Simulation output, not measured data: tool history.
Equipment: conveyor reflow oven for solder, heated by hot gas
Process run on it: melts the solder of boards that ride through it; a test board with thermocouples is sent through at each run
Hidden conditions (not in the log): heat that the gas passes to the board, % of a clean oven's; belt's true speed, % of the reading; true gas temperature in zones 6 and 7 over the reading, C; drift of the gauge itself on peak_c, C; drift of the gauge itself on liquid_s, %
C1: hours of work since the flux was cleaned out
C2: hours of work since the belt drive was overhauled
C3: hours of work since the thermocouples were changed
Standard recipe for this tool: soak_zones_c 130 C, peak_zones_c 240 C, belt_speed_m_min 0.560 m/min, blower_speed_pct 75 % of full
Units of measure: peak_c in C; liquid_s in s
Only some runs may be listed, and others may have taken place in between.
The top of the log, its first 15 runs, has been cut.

{"run": 16, "hour": 339.9, "soak_zones_c": 130, "peak_zones_c": 240, "belt_speed_m_min": 0.56, "blower_speed_pct": 75, "C1": 80, "C2": 317, "C3": 880, "peak_c": 222.1, "liquid_s": 57.1}
{"run": 17, "hour": 372.1, "soak_zones_c": 130, "peak_zones_c": 240, "belt_speed_m_min": 0.518, "blower_speed_pct": 55, "C1": 95, "C2": 331, "C3": 894, "peak_c": 220.9, "liquid_s": 59.9}
{"run": 18, "hour": 396.3, "soak_zones_c": 138, "peak_zones_c": 240, "belt_speed_m_min": 0.481, "blower_speed_pct": 55, "C1": 106, "C2": 342, "C3": 905, "peak_c": 223.6, "liquid_s": 71.0}
{"run": 19, "hour": 412.6, "soak_zones_c": 117, "peak_zones_c": 240, "belt_speed_m_min": 0.56, "blower_speed_pct": 75, "C1": 113, "C2": 349, "C3": 912, "peak_c": 219.0, "liquid_s": 51.5}
{"run": 20, "hour": 429.8, "soak_zones_c": 130, "peak_zones_c": 251, "belt_speed_m_min": 0.64, "blower_speed_pct": 75, "C1": 121, "C2": 357, "C3": 920, "peak_c": 225.8, "liquid_s": 52.0}
{"run": 21, "hour": 446.9, "soak_zones_c": 125, "peak_zones_c": 229, "belt_speed_m_min": 0.525, "blower_speed_pct": 58, "C1": 128, "C2": 365, "C3": 928, "peak_c": 210.2, "liquid_s": 48.9}
{"run": 22, "hour": 478.8, "soak_zones_c": 136, "peak_zones_c": 240, "belt_speed_m_min": 0.498, "blower_speed_pct": 75, "C1": 142, "C2": 379, "C3": 942, "peak_c": 226.6, "liquid_s": 69.6}
{"run": 23, "hour": 493.8, "soak_zones_c": 119, "peak_zones_c": 240, "belt_speed_m_min": 0.664, "blower_speed_pct": 52, "C1": 149, "C2": 386, "C3": 949, "peak_c": 206.2, "liquid_s": 32.0}
{"run": 24, "hour": 519.4, "soak_zones_c": 143, "peak_zones_c": 234, "belt_speed_m_min": 0.62, "blower_speed_pct": 55, "C1": 160, "C2": 397, "C3": 960, "peak_c": 211.2, "liquid_s": 46.6}
{"run": 25, "hour": 549.6, "soak_zones_c": 143, "peak_zones_c": 234, "belt_speed_m_min": 0.62, "blower_speed_pct": 55, "C1": 174, "C2": 411, "C3": 973, "peak_c": 211.2, "liquid_s": 46.4}
{"run": 26, "hour": 578.8, "soak_zones_c": 119, "peak_zones_c": 238, "belt_speed_m_min": 0.62, "blower_speed_pct": 55, "C1": 187, "C2": 424, "C3": 986, "peak_c": 208.3, "liquid_s": 37.6}
{"run": 27, "hour": 599.4, "soak_zones_c": 117, "peak_zones_c": 240, "belt_speed_m_min": 0.554, "blower_speed_pct": 75, "C1": 196, "C2": 433, "C3": 996, "peak_c": 219.6, "liquid_s": 52.5}
{"run": 28, "hour": 630.5, "soak_zones_c": 124, "peak_zones_c": 234, "belt_speed_m_min": 0.471, "blower_speed_pct": 81, "C1": 210, "C2": 447, "C3": 1009, "peak_c": 220.9, "liquid_s": 67.4}
{"run": 29, "hour": 652.7, "soak_zones_c": 127, "peak_zones_c": 251, "belt_speed_m_min": 0.56, "blower_speed_pct": 75, "C1": 220, "C2": 456, "C3": 1019, "peak_c": 230.8, "liquid_s": 61.2}
{"run": 30, "hour": 668.6, "soak_zones_c": 127, "peak_zones_c": 251, "belt_speed_m_min": 0.56, "blower_speed_pct": 75, "C1": 227, "C2": 464, "C3": 1026, "peak_c": 230.3, "liquid_s": 61.7}
{"run": 31, "hour": 693.4, "soak_zones_c": 134, "peak_zones_c": 241, "belt_speed_m_min": 0.664, "blower_speed_pct": 52, "C1": 238, "C2": 475, "C3": 1038, "peak_c": 210.2, "liquid_s": 39.4}
{"hour": 711.7, "done": "thermocouples of zones 6 and 7 changed"}
{"run": 32, "hour": 718.8, "soak_zones_c": 134, "peak_zones_c": 241, "belt_speed_m_min": 0.664, "blower_speed_pct": 52, "C1": 249, "C2": 485, "C3": 3, "peak_c": 210.7, "liquid_s": 38.6}

Alternative continuations, all from the tool just after run 32; predict every row:
{"run": "A", "hour": 742.6, "soak_zones_c": 119, "peak_zones_c": 241, "belt_speed_m_min": 0.506, "blower_speed_pct": 84, "C1": 259, "C2": 496, "C3": 14, "peak_c": "?", "liquid_s": "?"}
{"run": "B", "hour": 742.6, "soak_zones_c": 130, "peak_zones_c": 249, "belt_speed_m_min": 0.642, "blower_speed_pct": 64, "C1": 259, "C2": 496, "C3": 14, "peak_c": "?", "liquid_s": "?"}
{"run": "C", "hour": 742.6, "soak_zones_c": 130, "peak_zones_c": 240, "belt_speed_m_min": 0.56, "blower_speed_pct": 75, "C1": 259, "C2": 496, "C3": 14, "peak_c": "?", "liquid_s": "?"}

run=A peak_c=224.9 liquid_s=63.4
run=B peak_c=221.1 liquid_s=48.1
run=C peak_c=221.3 liquid_s=57.3
Without the tool's unlogged condition, the same runs would have read:
run=A peak_c=225.1 liquid_s=63.6
run=B peak_c=221.4 liquid_s=48.3
run=C peak_c=221.6 liquid_s=57.5
